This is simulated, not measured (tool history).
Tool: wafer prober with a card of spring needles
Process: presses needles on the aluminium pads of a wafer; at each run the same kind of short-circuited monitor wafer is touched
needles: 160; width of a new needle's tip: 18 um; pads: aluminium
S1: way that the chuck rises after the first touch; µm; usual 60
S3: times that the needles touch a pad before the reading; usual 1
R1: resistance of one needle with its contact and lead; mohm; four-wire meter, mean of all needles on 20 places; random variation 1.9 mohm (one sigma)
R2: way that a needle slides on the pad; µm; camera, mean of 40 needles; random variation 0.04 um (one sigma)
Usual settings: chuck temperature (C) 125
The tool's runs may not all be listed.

Run 1, day 0.000: usual settings. Result: R1 335 mohm, R2 8.83 µm.
At day 0.750: tips cleaned on abrasive film.
At day 1.650: tips cleaned on abrasive film.
Run 2, day 2.175: usual settings. Result: R1 423 mohm, R2 8.77 µm.
At day 2.329: height of the first contact set anew.
At day 2.533: tips cleaned on abrasive film.
At day 3.400: tips cleaned on abrasive film.
At day 4.246: tips cleaned on abrasive film.
Run 3, day 4.983: usual settings. Result: R1 447 mohm, R2 9.04 µm.
At day 5.188: tips cleaned on abrasive film.
At day 6.038: tips cleaned on abrasive film.
At day 6.971: tips cleaned on abrasive film.
Run 4, day 7.371: usual settings but S1 47 µm. Result: R1 513 mohm, R2 7.03 µm.
At day 7.904: tips cleaned on abrasive film.
At day 8.825: tips cleaned on abrasive film.
Run 5, day 9.171: usual settings but S1 54 µm. Result: R1 403 mohm, R2 8.12 µm.
At day 9.662: tips cleaned on abrasive film.
At day 10.625: tips cleaned on abrasive film.
Run 6, day 10.921: usual settings. Result: R1 361 mohm, R2 8.93 µm.
At day 11.454: tips cleaned on abrasive film.
At day 12.442: tips cleaned on abrasive film.
Run 7, day 12.912: usual settings. Result: R1 416 mohm, R2 8.99 µm.
At day 13.267: tips cleaned on abrasive film.
At day 14.146: tips cleaned on abrasive film.
At day 15.017: tips cleaned on abrasive film.
Run 8, day 15.700: usual settings. Result: R1 475 mohm, R2 8.90 µm.
At day 15.854: tips cleaned on abrasive film.
At day 16.762: tips cleaned on abrasive film.
At day 17.683: tips cleaned on abrasive film.
Run 9, day 18.117: usual settings. Result: R1 425 mohm, R2 8.80 µm.
At day 18.575: tips cleaned on abrasive film.
At day 19.508: tips cleaned on abrasive film.
Run 10, day 20.162: usual settings. Result: R1 459 mohm, R2 8.84 µm.
At day 20.354: tips cleaned on abrasive film.
At day 21.317: tips cleaned on abrasive film.
Run 11, day 21.604: usual settings. Result: R1 368 mohm, R2 8.78 µm.
At day 22.192: tips cleaned on abrasive film.
At day 23.138: tips cleaned on abrasive film.
Run 12, day 23.138: usual settings. Result: R1 241 mohm, R2 8.76 µm.
At day 24.054: tips cleaned on abrasive film.
At day 24.262: height of the first contact set anew.
At day 25.012: tips cleaned on abrasive film.
Run 13, day 25.012: usual settings. Result: R1 224 mohm, R2 9.05 µm.
At day 25.967: tips cleaned on abrasive film.
At day 26.954: tips cleaned on abrasive film.
Run 14, day 27.538: usual settings. Result: R1 431 mohm, R2 8.99 µm.
At day 27.879: tips cleaned on abrasive film.
At day 28.729: tips cleaned on abrasive film.
Run 15, day 29.038: usual settings but S1 70 µm, chuck temperature (C) 27, S3 3. Result: R1 235 mohm, R2 10.61 µm.
At day 29.608: tips cleaned on abrasive film.
At day 30.542: tips cleaned on abrasive film.
At day 31.367: tips cleaned on abrasive film.
Run 16, day 31.671: usual settings but S1 41 µm, chuck temperature (C) 35, S3 3. Result: R1 325 mohm, R2 6.08 µm.
At day 32.371: tips cleaned on abrasive film.
At day 33.283: tips cleaned on abrasive film.
Run 17, day 33.892: usual settings but S1 41 µm, chuck temperature (C) 35, S3 3. Result: R1 403 mohm, R2 6.11 µm.
At day 34.096: tips cleaned on abrasive film.
At day 35.088: tips cleaned on abrasive film.
At day 35.983: tips cleaned on abrasive film.
Run 18, day 36.488: usual settings but S1 50 µm, chuck temperature (C) 93, S3 3. Result: R1 328 mohm, R2 7.45 µm.
At day 36.896: tips cleaned on abrasive film.
At day 37.800: tips cleaned on abrasive film.
At day 38.804: tips cleaned on abrasive film.
Run 19, day 39.483: usual settings but S1 71 µm, S3 3. Result: R1 271 mohm, R2 10.56 µm.
At day 39.692: tips cleaned on abrasive film.
At day 40.638: tips cleaned on abrasive film.
Run 20, day 40.850: usual settings but chuck temperature (C) 104. Result: R1 347 mohm, R2 8.84 µm.

Forecast each of these 3 alternatives for the next run:
At day 41.479: tips cleaned on abrasive film.
At day 42.388: tips cleaned on abrasive film.
Run A, day 42.925: usual settings but S3 2. Result: R1 ?, R2 ?.
At day 41.479: tips cleaned on abrasive film.
At day 42.388: tips cleaned on abrasive film.
Run B, day 42.925: usual settings but S1 58 µm, chuck temperature (C) 72. Result: R1 ?, R2 ?.
At day 41.479: tips cleaned on abrasive film.
At day 42.388: tips cleaned on abrasive film.
Run C, day 42.925: usual settings but S1 50 µm. Result: R1 ?, R2 ?.

run   R1    R2
  A  357  8.90
  B  503  8.62
  C  584  7.31
Without the tool's hidden state the same runs would have given:
run   R1    R2
  A  200  9.18
  B  194  8.90
  C  207  7.59

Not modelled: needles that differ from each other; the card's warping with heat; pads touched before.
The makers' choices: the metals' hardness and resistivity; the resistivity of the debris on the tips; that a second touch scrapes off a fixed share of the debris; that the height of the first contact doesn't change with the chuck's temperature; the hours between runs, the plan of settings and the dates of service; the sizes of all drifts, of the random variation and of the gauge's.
